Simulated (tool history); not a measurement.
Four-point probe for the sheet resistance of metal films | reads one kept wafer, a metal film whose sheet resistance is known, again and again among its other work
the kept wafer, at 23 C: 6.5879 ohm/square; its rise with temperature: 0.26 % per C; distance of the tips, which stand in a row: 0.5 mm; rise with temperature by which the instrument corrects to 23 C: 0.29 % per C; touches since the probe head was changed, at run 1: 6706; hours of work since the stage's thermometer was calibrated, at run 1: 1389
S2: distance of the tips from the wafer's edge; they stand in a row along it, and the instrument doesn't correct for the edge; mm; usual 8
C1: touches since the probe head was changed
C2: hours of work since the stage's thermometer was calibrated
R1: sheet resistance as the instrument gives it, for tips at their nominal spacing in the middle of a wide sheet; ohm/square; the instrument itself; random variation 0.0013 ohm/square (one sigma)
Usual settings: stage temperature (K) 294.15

run 1 hour=0 | stage_temperature_(K)=294.15 S2=8 | C1=6706 C2=1389 | R1=6.635672
run 2 hour=36.5 | stage_temperature_(K)=294.15 S2=8 | C1=7286 C2=1414 | R1=6.637607
run 3 hour=73.3 | stage_temperature_(K)=294.15 S2=8 | C1=7872 C2=1440 | R1=6.636847
run 4 hour=142.4 | stage_temperature_(K)=294.15 S2=8 | C1=8972 C2=1488 | R1=6.637707
run 5 hour=184.4 | stage_temperature_(K)=294.15 S2=8 | C1=9640 C2=1517 | R1=6.639394
run 6 hour=245.9 | stage_temperature_(K)=294.15 S2=8 | C1=10620 C2=1560 | R1=6.637968
run 7 hour=320.1 | stage_temperature_(K)=294.15 S2=5 | C1=11801 C2=1612 | R1=6.661392
run 8 hour=396.3 | stage_temperature_(K)=294.15 S2=24 | C1=13012 C2=1665 | R1=6.630787
run 9 hour=465.4 | stage_temperature_(K)=294.15 S2=24 | C1=14113 C2=1713 | R1=6.629677
run 10 hour=516.3 | stage_temperature_(K)=294.15 S2=24 | C1=14922 C2=1748 | R1=6.627282
-- hour=561 stage's thermometer calibrated
run 11 hour=594.9 | stage_temperature_(K)=294.15 S2=24 | C1=16165 C2=24 | R1=6.624861
run 12 hour=628.7 | stage_temperature_(K)=296.15 S2=16 | C1=16703 C2=47 | R1=6.619912
run 13 hour=706.5 | stage_temperature_(K)=299.15 S2=8 | C1=17941 C2=101 | R1=6.624476
run 14 hour=756.4 | stage_temperature_(K)=294.15 S2=8 | C1=18736 C2=136 | R1=6.640161
run 15 hour=798 | stage_temperature_(K)=294.15 S2=8 | C1=19398 C2=165 | R1=6.637756
run 16 hour=865.4 | stage_temperature_(K)=295.15 S2=8 | C1=20470 C2=212 | R1=6.635242
run 17 hour=899.5 | stage_temperature_(K)=305.15 S2=9 | C1=21014 C2=236 | R1=6.610432
run 18 hour=953.1 | stage_temperature_(K)=299.15 S2=8 | C1=21866 C2=273 | R1=6.62794
run 19 hour=1011.7 | stage_temperature_(K)=307.15 S2=15 | C1=22799 C2=314 | R1=6.598681
run 20 hour=1045.6 | stage_temperature_(K)=307.15 S2=15 | C1=23338 C2=338 | R1=6.598832
run 21 hour=1083.5 | stage_temperature_(K)=299.15 S2=6 | C1=23941 C2=364 | R1=6.639367

3 ways to go on from here, each from the tool as it stands after run 21. What would each give?
run A hour=1123.1 | stage_temperature_(K)=300.15 S2=13 | C1=24572 C2=392 | R1=?
run B hour=1123.1 | stage_temperature_(K)=300.15 S2=40 | C1=24572 C2=392 | R1=?
run C hour=1123.1 | stage_temperature_(K)=297.15 S2=62 | C1=24572 C2=392 | R1=?

run=A R1=6.618842
run=B R1=6.614675
run=C R1=6.61969
Without the tool's hidden state the same runs would have given:
run=A R1=6.584557
run=B R1=6.580409
run=C R1=6.585385
